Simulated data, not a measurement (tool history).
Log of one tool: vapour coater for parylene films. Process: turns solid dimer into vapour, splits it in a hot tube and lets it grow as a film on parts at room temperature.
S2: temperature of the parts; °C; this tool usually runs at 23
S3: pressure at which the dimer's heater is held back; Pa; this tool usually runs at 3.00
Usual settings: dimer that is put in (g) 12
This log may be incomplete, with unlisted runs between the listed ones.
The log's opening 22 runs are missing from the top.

{"run": 23, "day": 15.75, "dimer that is put in (g)": 21, "S2": 19, "S3": 3.62, "thickness of the film (nm)": 12780}
{"run": 24, "day": 16.354, "dimer that is put in (g)": 11, "S2": 24, "S3": 10.83, "thickness of the film (nm)": 4840}
{"run": 25, "day": 17.275, "dimer that is put in (g)": 15, "S2": 23, "S3": 3.99, "thickness of the film (nm)": 7620}
{"run": 26, "day": 17.804, "dimer that is put in (g)": 15, "S2": 18, "S3": 3.0, "thickness of the film (nm)": 9590}
{"run": 27, "day": 18.629, "dimer that is put in (g)": 15, "S2": 18, "S3": 3.0, "thickness of the film (nm)": 9480}
{"run": 28, "day": 19.667, "dimer that is put in (g)": 11, "S2": 24, "S3": 5.09, "thickness of the film (nm)": 5210}
{"run": 29, "day": 20.696, "dimer that is put in (g)": 10, "S2": 23, "S3": 5.39, "thickness of the film (nm)": 4750}
{"run": 30, "day": 21.417, "dimer that is put in (g)": 5, "S2": 31, "S3": 5.92, "thickness of the film (nm)": 1730}
{"run": 31, "day": 22.283, "dimer that is put in (g)": 5, "S2": 31, "S3": 5.92, "thickness of the film (nm)": 1780}
{"run": 32, "day": 22.854, "dimer that is put in (g)": 5, "S2": 31, "S3": 5.92, "thickness of the film (nm)": 1700}
{"run": 33, "day": 23.388, "dimer that is put in (g)": 5, "S2": 31, "S3": 5.92, "thickness of the film (nm)": 1720}

Each row is a separate what-if for the run after 33, all from the same tool condition, not one after another. Results?
{"run": "A", "day": 24.246, "dimer that is put in (g)": 5, "S2": 23, "S3": 11.28, "thickness of the film (nm)": "?"}
{"run": "B", "day": 24.246, "dimer that is put in (g)": 18, "S2": 29, "S3": 8.46, "thickness of the film (nm)": "?"}
{"run": "C", "day": 24.246, "dimer that is put in (g)": 18, "S2": 33, "S3": 9.71, "thickness of the film (nm)": "?"}
{"run": "D", "day": 24.246, "dimer that is put in (g)": 5, "S2": 21, "S3": 5.92, "thickness of the film (nm)": "?"}

run=A thickness_of_the_film_(nm)=2120
run=B thickness_of_the_film_(nm)=6360
run=C thickness_of_the_film_(nm)=5380
run=D thickness_of_the_film_(nm)=2470
With the hidden condition removed and each run's random variation left untouched, the same runs would have given:
run=A thickness_of_the_film_(nm)=2400
run=B thickness_of_the_film_(nm)=7170
run=C thickness_of_the_film_(nm)=6060
run=D thickness_of_the_film_(nm)=2790
